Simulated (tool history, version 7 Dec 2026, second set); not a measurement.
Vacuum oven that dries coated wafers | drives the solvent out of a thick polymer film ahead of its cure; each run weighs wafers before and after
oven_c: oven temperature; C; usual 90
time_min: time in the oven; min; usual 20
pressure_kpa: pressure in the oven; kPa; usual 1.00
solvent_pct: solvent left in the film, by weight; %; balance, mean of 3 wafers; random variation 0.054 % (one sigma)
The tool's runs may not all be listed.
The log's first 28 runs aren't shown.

| run | hour | oven_c | time_min | pressure_kpa | hours of work since the thermocouples were calibrated | hours of work since the vacuum gauge was cleaned of residue | solvent_pct |
|---|---|---|---|---|---|---|---|
| 29 | 2287.3 | 103 | 19 | 1.00 | 508 | 80 | 0.42 |
| 30 | 2362.2 | 103 | 19 | 1.00 | 543 | 115 | 0.42 |
| 31 | 2458.8 | 103 | 19 | 1.00 | 588 | 160 | 0.31 |
| 32 | 2511.3 | 90 | 32 | 1.00 | 613 | 184 | 0.67 |
| 33 | 2604.0 | 90 | 32 | 1.00 | 656 | 228 | 0.75 |
| 34 | 2690.9 | 98 | 12 | 0.91 | 696 | 268 | 1.68 |
| 35 | 2782.1 | 91 | 20 | 1.46 | 739 | 310 | 1.58 |
| 36 | 2832.2 | 99 | 20 | 0.87 | 762 | 334 | 0.46 |
| 37 | 2891.0 | 84 | 36 | 0.87 | 789 | 361 | 1.08 |
| 38 | 2986.2 | 84 | 36 | 0.87 | 833 | 405 | 1.00 |
| 39 | 3070.0 | 79 | 20 | 0.64 | 872 | 444 | 4.45 |
| 40 | 3159.5 | 79 | 20 | 0.64 | 914 | 486 | 4.65 |
| 41 | 3267.7 | 79 | 26 | 0.77 | 964 | 536 | 3.11 |
| 42 | 3326.9 | 79 | 32 | 1.69 | 992 | 564 | 2.72 |
| 43 | 3405.5 | 79 | 32 | 1.69 | 1029 | 600 | 2.74 |
| 44 | 3474.5 | 96 | 36 | 1.85 | 1061 | 632 | 0.73 |
| 45 | 3536.3 | 96 | 36 | 1.85 | 1089 | 661 | 0.77 |
| 46 | 3643.8 | 90 | 11 | 2.05 | 1139 | 711 | 4.51 |
| 47 | 3735.2 | 80 | 11 | 2.05 | 1182 | 754 | 8.41 |
| 48 | 3791.0 | 105 | 11 | 3.39 | 1208 | 780 | 1.41 |

3 ways to go on from here, each from the tool as it stands after run 48. What would each give?
| A | 3857.0 | 104 | 34 | 3.39 | 1239 | 810 | ? |
| B | 3857.0 | 93 | 15 | 1.00 | 1239 | 810 | ? |
| C | 3857.0 | 91 | 29 | 3.14 | 1239 | 810 | ? |

| run | solvent_pct |
|---|---|
| A | 0.93 |
| B | 1.82 |
| C | 1.65 |
Without the tool's hidden state the same runs would have given:
| run | solvent_pct |
|---|---|
| A | 0.96 |
| B | 2.41 |
| C | 1.88 |

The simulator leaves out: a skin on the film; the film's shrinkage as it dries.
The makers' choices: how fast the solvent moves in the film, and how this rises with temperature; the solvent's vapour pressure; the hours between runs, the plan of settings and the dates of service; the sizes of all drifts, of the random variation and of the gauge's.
